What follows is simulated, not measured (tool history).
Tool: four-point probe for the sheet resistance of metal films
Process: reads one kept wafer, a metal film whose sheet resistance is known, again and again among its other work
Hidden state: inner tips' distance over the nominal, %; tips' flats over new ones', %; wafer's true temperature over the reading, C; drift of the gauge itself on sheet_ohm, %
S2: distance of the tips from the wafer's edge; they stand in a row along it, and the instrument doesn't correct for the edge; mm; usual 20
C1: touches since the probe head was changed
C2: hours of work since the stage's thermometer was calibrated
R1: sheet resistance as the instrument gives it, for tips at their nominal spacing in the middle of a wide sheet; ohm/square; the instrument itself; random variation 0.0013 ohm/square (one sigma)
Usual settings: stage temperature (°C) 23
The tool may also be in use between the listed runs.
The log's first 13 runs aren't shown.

At hour 1066.9: new probe head fitted.
Run 14, hour 1129.2: usual settings but S2 7 mm; C1 2836; C2 527. Result: R1 6.423176 ohm/square.
Run 15, hour 1200.9: usual settings but S2 7 mm; C1 6101; C2 578. Result: R1 6.424791 ohm/square.
Run 16, hour 1283.1: usual settings but stage temperature (°C) 18; C1 9848; C2 636. Result: R1 6.380397 ohm/square.
Run 17, hour 1367.9: usual settings; C1 13708; C2 697. Result: R1 6.365051 ohm/square.
Run 18, hour 1488.5: usual settings; C1 19202; C2 783. Result: R1 6.361668 ohm/square.
Run 19, hour 1563.3: usual settings; C1 22608; C2 836. Result: R1 6.361428 ohm/square.
Run 20, hour 1680.4: usual settings but stage temperature (°C) 29, S2 7 mm; C1 27942; C2 919. Result: R1 6.401039 ohm/square.
Run 21, hour 1807.6: usual settings but stage temperature (°C) 19, S2 47 mm; C1 33736; C2 1010. Result: R1 6.365215 ohm/square.
Run 22, hour 1873.7: usual settings but stage temperature (°C) 18, S2 11 mm; C1 36748; C2 1057. Result: R1 6.394147 ohm/square.
Run 23, hour 1987.7: usual settings but stage temperature (°C) 18, S2 11 mm; C1 41939; C2 1138. Result: R1 6.393838 ohm/square.
At hour 2107.7: stage's thermometer calibrated.
Run 24, hour 2110.7: usual settings but S2 12 mm; C1 47521; C2 2. Result: R1 6.365511 ohm/square.
Run 25, hour 2213.7: usual settings but S2 12 mm; C1 52210; C2 75. Result: R1 6.361089 ohm/square.
Run 26, hour 2275.4: usual settings but stage temperature (°C) 31, S2 6 mm; C1 55020; C2 119. Result: R1 6.408099 ohm/square.
Run 27, hour 2399.3: usual settings but stage temperature (°C) 27, S2 38 mm; C1 60665; C2 208. Result: R1 6.327858 ohm/square.
Run 28, hour 2470.0: usual settings but stage temperature (°C) 27, S2 38 mm; C1 63883; C2 258. Result: R1 6.329486 ohm/square.
Run 29, hour 2530.7: usual settings but S2 10 mm; C1 66652; C2 301. Result: R1 6.371435 ohm/square.
Run 30, hour 2617.2: usual settings but stage temperature (°C) 26, S2 14 mm; C1 70589; C2 363. Result: R1 6.343508 ohm/square.
Run 31, hour 2705.8: usual settings but stage temperature (°C) 26, S2 14 mm; C1 74626; C2 426. Result: R1 6.343966 ohm/square.
Run 32, hour 2799.8: usual settings but stage temperature (°C) 28, S2 44 mm; C1 78906; C2 493. Result: R1 6.319734 ohm/square.
Run 33, hour 2922.1: usual settings but stage temperature (°C) 28, S2 44 mm; C1 84476; C2 580. Result: R1 6.321715 ohm/square.
Run 34, hour 2997.6: usual settings but stage temperature (°C) 28, S2 44 mm; C1 87914; C2 634. Result: R1 6.321394 ohm/square.
Run 35, hour 3078.1: usual settings but stage temperature (°C) 19, S2 48 mm; C1 91585; C2 691. Result: R1 6.348316 ohm/square.
Run 36, hour 3175.2: usual settings but stage temperature (°C) 19, S2 48 mm; C1 96007; C2 760. Result: R1 6.347588 ohm/square.
Run 37, hour 3261.6: usual settings but stage temperature (°C) 26, S2 35 mm; C1 99940; C2 822. Result: R1 6.325568 ohm/square.
Run 38, hour 3375.1: usual settings but S2 55 mm; C1 105111; C2 903. Result: R1 6.332300 ohm/square.

5 ways to go on from here, each from the tool as it stands after run 38. What would each give?
Run A, hour 3487.3: usual settings but stage temperature (°C) 27, S2 16 mm; C1 110219; C2 982. Result: R1 ?.
Run B, hour 3487.3: usual settings but stage temperature (°C) 31, S2 9 mm; C1 110219; C2 982. Result: R1 ?.
Run C, hour 3487.3: usual settings; C1 110219; C2 982. Result: R1 ?.
Run D, hour 3487.3: usual settings but stage temperature (°C) 20, S2 55 mm; C1 110219; C2 982. Result: R1 ?.
Run E, hour 3487.3: usual settings but stage temperature (°C) 35, S2 64 mm; C1 110219; C2 982. Result: R1 ?.

run        R1
  A  6.332776
  B  6.347079
  C  6.340407
  D  6.340151
  E  6.296352
Without the tool's hidden state the same runs would have given:
run        R1
  A  6.376809
  B  6.391246
  C  6.384443
  D  6.384150
  E  6.340240
